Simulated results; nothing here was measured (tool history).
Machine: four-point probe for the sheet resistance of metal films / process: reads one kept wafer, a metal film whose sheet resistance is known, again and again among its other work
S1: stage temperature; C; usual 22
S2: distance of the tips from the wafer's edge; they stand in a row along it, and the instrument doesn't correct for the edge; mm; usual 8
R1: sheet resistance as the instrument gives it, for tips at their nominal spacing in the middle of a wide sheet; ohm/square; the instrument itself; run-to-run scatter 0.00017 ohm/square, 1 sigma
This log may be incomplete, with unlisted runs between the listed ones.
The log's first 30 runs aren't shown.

run    hour  S1  S2        R1
 31  2443.9  22   8  0.833671
 32  2522.8  29  65  0.829268
 33  2608.2  22  65  0.830799
 34  2708.1  29  27  0.829325
 35  2813.6  34  10  0.829276
 36  2893.3  27   7  0.832800
 37  3007.5  27   7  0.832994
 38  3067.4  27   7  0.832435
 39  3138.9  21  59  0.830281
 40  3186.4  22  28  0.829962
 41  3249.6  22   7  0.833332
     3321.5  -- new probe head fitted
 42  3324.3  22   5  0.844692
 43  3429.4  31  13  0.836277
 44  3525.1  18   8  0.840881

Each row is a separate what-if for the run after 44, all from the same tool condition, not one after another. Results?
  A  3632.0  18  15   ?
  B  3632.0  32  51   ?
  C  3632.0  31   8   ?

run        R1
  A  0.838581
  B  0.834228
  C  0.837417
With no hidden state in the tool, these same runs would have given:
run        R1
  A  0.834367
  B  0.829997
  C  0.833174

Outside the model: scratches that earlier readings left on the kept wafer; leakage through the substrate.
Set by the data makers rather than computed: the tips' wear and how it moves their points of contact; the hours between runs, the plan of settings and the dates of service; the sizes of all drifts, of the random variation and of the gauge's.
